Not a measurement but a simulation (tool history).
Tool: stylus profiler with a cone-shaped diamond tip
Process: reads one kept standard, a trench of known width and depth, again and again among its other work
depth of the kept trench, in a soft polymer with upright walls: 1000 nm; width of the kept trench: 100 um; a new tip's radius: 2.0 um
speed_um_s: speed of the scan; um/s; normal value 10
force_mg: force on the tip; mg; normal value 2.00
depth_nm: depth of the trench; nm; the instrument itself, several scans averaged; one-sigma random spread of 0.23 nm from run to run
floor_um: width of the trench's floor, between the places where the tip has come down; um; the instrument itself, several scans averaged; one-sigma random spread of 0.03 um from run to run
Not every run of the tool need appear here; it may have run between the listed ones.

| run | hour | speed_um_s | force_mg | depth_nm | floor_um |
|---|---|---|---|---|---|
| 1 | 0.0 | 10 | 2.00 | 1012.99 | 96.04 |
| 2 | 24.5 | 10 | 2.00 | 1013.04 | 96.00 |
| 3 | 52.9 | 10 | 2.00 | 1012.76 | 96.04 |
| 4 | 70.0 | 10 | 1.53 | 1010.40 | 96.01 |
| 5 | 94.5 | 10 | 1.53 | 1010.50 | 96.03 |
| 6 | 126.3 | 10 | 1.53 | 1010.76 | 96.01 |
| 7 | 160.4 | 10 | 1.53 | 1010.56 | 95.95 |
| 8 | 183.0 | 3 | 2.00 | 1012.64 | 95.95 |
| 9 | 215.8 | 10 | 1.45 | 1010.30 | 95.94 |
| 10 | 252.1 | 10 | 1.45 | 1009.50 | 95.90 |
| 11 | 285.8 | 2 | 1.95 | 1012.50 | 95.88 |
| 12 | 305.0 | 3 | 0.94 | 1007.25 | 95.89 |
| 13 | 325.3 | 3 | 0.94 | 1006.92 | 95.92 |
| 14 | 356.5 | 3 | 0.75 | 1005.78 | 95.91 |
| 15 | 388.8 | 7 | 3.03 | 1017.05 | 95.84 |
| 16 | 415.9 | 20 | 3.40 | 1018.55 | 95.92 |
| 17 | 446.5 | 20 | 3.40 | 1018.59 | 95.80 |
| 18 | 463.9 | 10 | 3.01 | 1016.97 | 95.80 |

Alternative continuations, all from the tool just after run 18; predict every row:
| A | 479.4 | 3 | 1.36 | ? | ? |
| B | 479.4 | 9 | 2.00 | ? | ? |
| C | 479.4 | 11 | 2.00 | ? | ? |
| D | 479.4 | 10 | 2.45 | ? | ? |

| run | depth_nm | floor_um |
|---|---|---|
| A | 1009.29 | 95.81 |
| B | 1012.45 | 95.84 |
| C | 1012.82 | 95.82 |
| D | 1014.59 | 95.81 |
Take away the tool's hidden state, keep each run's random variation, and the runs would have read:
| run | depth_nm | floor_um |
|---|---|---|
| A | 1010.76 | 96.51 |
| B | 1013.93 | 96.54 |
| C | 1014.30 | 96.52 |
| D | 1016.07 | 96.51 |
